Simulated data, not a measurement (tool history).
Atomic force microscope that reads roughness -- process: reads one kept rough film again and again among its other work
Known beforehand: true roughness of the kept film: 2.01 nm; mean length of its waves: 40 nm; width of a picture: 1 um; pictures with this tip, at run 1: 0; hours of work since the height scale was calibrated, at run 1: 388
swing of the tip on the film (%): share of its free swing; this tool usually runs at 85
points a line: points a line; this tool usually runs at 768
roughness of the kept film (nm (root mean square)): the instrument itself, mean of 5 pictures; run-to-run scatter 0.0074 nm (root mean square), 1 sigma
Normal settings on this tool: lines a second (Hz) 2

run	hour	lines a second (Hz)	swing of the tip on the film (%)	points a line	pictures with this tip	hours of work since the height scale was calibrated	roughness of the kept film (nm (root mean square))
1	0	2	85	768	0	388	1.555
2	13.7	2	85	768	14	394	1.549
3	36.4	2	56	768	38	404	1.85
4	53.3	2	56	768	56	412	1.849
5	65.3	2	85	768	69	417	1.563
6	86.1	2	85	768	91	427	1.556
7	105.7	2	60	768	111	435	1.826
8	116.8	2	85	768	123	440	1.557
9	131.8	2	85	768	139	447	1.558
10	156.7	2	89	768	165	458	1.498
11	170.3	2	85	768	179	464	1.555
12	180.7	2	85	768	190	468	1.544
13	204.4	2	85	768	215	479	1.556
# hour 219.8: new tip fitted
14	222.1	2	85	768	2	487	1.553
15	236.4	2	85	768	17	493	1.568
16	258.1	0.78	85	768	40	503	1.76
17	274.7	2.55	85	768	57	510	1.476
18	297.7	1.01	89	745	82	520	1.671
19	320.2	1.01	89	745	105	530	1.669
20	340.8	1.01	89	745	127	539	1.699
21	355	0.62	88	282	142	546	1.759
22	373	3.53	71	507	161	554	1.6
23	387.4	0.52	60	328	176	560	1.885
24	399.6	2.02	64	768	189	565	1.791
25	422.4	2.02	64	768	213	575	1.783
26	437.2	2	69	860	228	582	1.752
# hour 439.4: new tip fitted
27	455.8	2	85	910	17	590	1.564
28	475.9	0.99	85	390	39	599	1.736
29	501.7	1.14	61	768	66	610	1.882
30	520.1	1.14	61	768	85	618	1.873
31	541.9	1.14	61	768	108	628	1.872
32	561.9	3.91	57	768	129	637	1.758
33	587.5	3.91	57	728	156	648	1.77
34	611.5	3.91	57	728	181	659	1.762

What differs in the tool's unlogged condition from the final listed run ahead of each entry between runs to the first listed run following it?
Logged between run 13 and run 14: new tip fitted (hour 219.8)
  radius of the tip, nm: 7.3 -> 7
Logged between run 26 and run 27: new tip fitted (hour 439.4)
  radius of the tip, nm: 7.3 -> 7

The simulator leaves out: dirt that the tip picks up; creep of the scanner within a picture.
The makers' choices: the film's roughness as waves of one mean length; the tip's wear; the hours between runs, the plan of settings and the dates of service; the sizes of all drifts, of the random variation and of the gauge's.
